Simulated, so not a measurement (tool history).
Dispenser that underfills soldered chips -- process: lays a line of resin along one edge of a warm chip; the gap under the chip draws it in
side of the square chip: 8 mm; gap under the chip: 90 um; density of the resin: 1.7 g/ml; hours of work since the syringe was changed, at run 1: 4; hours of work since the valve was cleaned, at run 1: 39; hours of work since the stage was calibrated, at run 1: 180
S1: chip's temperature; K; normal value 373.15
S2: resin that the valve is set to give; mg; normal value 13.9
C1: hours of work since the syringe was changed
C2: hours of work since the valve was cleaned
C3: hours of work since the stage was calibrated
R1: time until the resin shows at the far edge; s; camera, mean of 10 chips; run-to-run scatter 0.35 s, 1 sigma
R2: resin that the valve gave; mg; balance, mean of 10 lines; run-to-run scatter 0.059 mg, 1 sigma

Run 1, hour 0.0: usual settings; C1 4; C2 39; C3 180. Result: R1 26.1 s, R2 13.63 mg.
At hour 6.6: new syringe of resin.
Run 2, hour 11.7: usual settings; C1 3; C2 47; C3 188. Result: R1 25.4 s, R2 13.59 mg.
At hour 18.4: new syringe of resin.
Run 3, hour 22.8: usual settings; C1 3; C2 54; C3 195. Result: R1 24.3 s, R2 13.57 mg.
At hour 30.2: new syringe of resin.
Run 4, hour 31.4: usual settings; C1 1; C2 60; C3 201. Result: R1 20.9 s, R2 13.58 mg.
At hour 35.0: dispensing valve cleaned and set on the balance.
Run 5, hour 37.1: usual settings; C1 4; C2 1; C3 204. Result: R1 27.2 s, R2 13.81 mg.
At hour 43.5: new syringe of resin.
Run 6, hour 47.3: usual settings; C1 3; C2 8; C3 211. Result: R1 23.2 s, R2 13.79 mg.
At hour 55.3: new syringe of resin.
Run 7, hour 58.9: usual settings; C1 2; C2 16; C3 219. Result: R1 23.6 s, R2 13.82 mg.
At hour 67.7: new syringe of resin.
Run 8, hour 67.7: usual settings; C1 0; C2 22; C3 224. Result: R1 19.2 s, R2 13.74 mg.
Run 9, hour 78.0: usual settings; C1 7; C2 29; C3 231. Result: R1 32.9 s, R2 13.70 mg.
At hour 79.7: new syringe of resin.
Run 10, hour 86.9: usual settings but S1 364.15 K, S2 12.8 mg; C1 5; C2 35; C3 237. Result: R1 41.0 s, R2 12.62 mg.
At hour 91.8: new syringe of resin.
Run 11, hour 97.4: usual settings but S1 364.15 K, S2 12.8 mg; C1 4; C2 42; C3 244. Result: R1 38.4 s, R2 12.59 mg.
At hour 103.9: new syringe of resin.
Run 12, hour 104.2: usual settings but S1 371.15 K, S2 14.3 mg; C1 0; C2 46; C3 249. Result: R1 21.5 s, R2 13.98 mg.
Run 13, hour 109.4: usual settings but S1 363.15 K, S2 15.5 mg; C1 4; C2 50; C3 252. Result: R1 38.3 s, R2 15.23 mg.
At hour 115.5: new syringe of resin.
Run 14, hour 119.8: usual settings but S2 17.3 mg; C1 3; C2 57; C3 259. Result: R1 23.8 s, R2 16.89 mg.
Run 15, hour 124.6: usual settings but S2 17.3 mg; C1 6; C2 60; C3 263. Result: R1 30.7 s, R2 16.90 mg.
At hour 127.5: dispensing valve cleaned and set on the balance.
At hour 128.7: new syringe of resin.
Run 16, hour 135.8: usual settings but S1 363.15 K, S2 17.3 mg; C1 5; C2 5; C3 269. Result: R1 39.7 s, R2 17.18 mg.

For run 17, what comes out?
At hour 140.7: new syringe of resin.
Run 17, hour 146.4: usual settings but S1 371.15 K, S2 15.4 mg; C1 4; C2 13; C3 276. Result: R1 ?, R2 ?.

Logged for run 17: R1 27.9 s, R2 15.33 mg.
Without the tool's hidden state the same run would have given R1 19.6 s, R2 15.44 mg.
